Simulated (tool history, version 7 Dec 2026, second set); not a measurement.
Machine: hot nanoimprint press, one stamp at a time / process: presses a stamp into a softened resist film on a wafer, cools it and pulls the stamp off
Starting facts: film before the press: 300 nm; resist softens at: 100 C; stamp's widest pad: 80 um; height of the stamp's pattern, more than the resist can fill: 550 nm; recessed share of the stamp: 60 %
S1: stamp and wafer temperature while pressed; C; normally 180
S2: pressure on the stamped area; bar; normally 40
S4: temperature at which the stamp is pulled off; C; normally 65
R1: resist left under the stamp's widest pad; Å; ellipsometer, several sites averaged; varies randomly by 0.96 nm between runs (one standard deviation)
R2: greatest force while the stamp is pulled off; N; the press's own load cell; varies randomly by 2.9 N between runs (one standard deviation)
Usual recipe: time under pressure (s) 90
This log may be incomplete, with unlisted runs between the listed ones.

Run 1, hour 0: usual settings. Result: R1 1374 Å, R2 134 N.
Run 2, hour 28.7: usual settings. Result: R1 1359 Å, R2 138 N.
Run 3, hour 84.5: usual settings but S4 63 C. Result: R1 1355 Å, R2 157 N.
Run 4, hour 145.1: usual settings but time under pressure (s) 53. Result: R1 1644 Å, R2 145 N.
Run 5, hour 175.6: usual settings. Result: R1 1343 Å, R2 158 N.
Run 6, hour 236.8: usual settings. Result: R1 1322 Å, R2 166 N.
Run 7, hour 266.2: usual settings. Result: R1 1322 Å, R2 162 N.
Run 8, hour 302.7: usual settings but S1 170 C, S4 60 C. Result: R1 1979 Å, R2 191 N.
At hour 311.8: plate thermocouple calibrated.
Run 9, hour 348.6: usual settings but S1 170 C, S4 60 C. Result: R1 1957 Å, R2 201 N.
Run 10, hour 386.4: usual settings but S2 30.8 bar. Result: R1 1427 Å, R2 177 N.
At hour 411.6: press's hydraulic seals changed and the load cell set to zero.
At hour 428.9: stamp cleaned and given a new release coat.
Run 11, hour 463.6: usual settings but S1 185 C, time under pressure (s) 66. Result: R1 1153 Å, R2 137 N.
Run 12, hour 511: usual settings but S1 178 C, time under pressure (s) 82, S4 59 C. Result: R1 1410 Å, R2 166 N.
Run 13, hour 570.9: usual settings but S4 56 C. Result: R1 1224 Å, R2 181 N.

A few steps of R1 between consecutive runs. Split each: what settings, incoming material and random variation would produce without the hidden state, and what is left over for the hidden state, along with gauge scatter present in only one of the two compared results (measured, and without hidden state):
What the log doesn't record here: true temperature over the reading, C; pressure that arrives at the usual setting, %; grip of the stamp's worn release coat, % over a new coat's; drift of the gauge itself on residual_nm, %; drift of the gauge itself on pull_off_n, %.
Run 7 -> 8: S1 180 -> 170, S4 65 -> 60. R1 +657 Å: hidden state -16, all else +673.
Run 8 -> 9: plate thermocouple calibrated. R1 -22 Å: hidden state -41, all else +19.
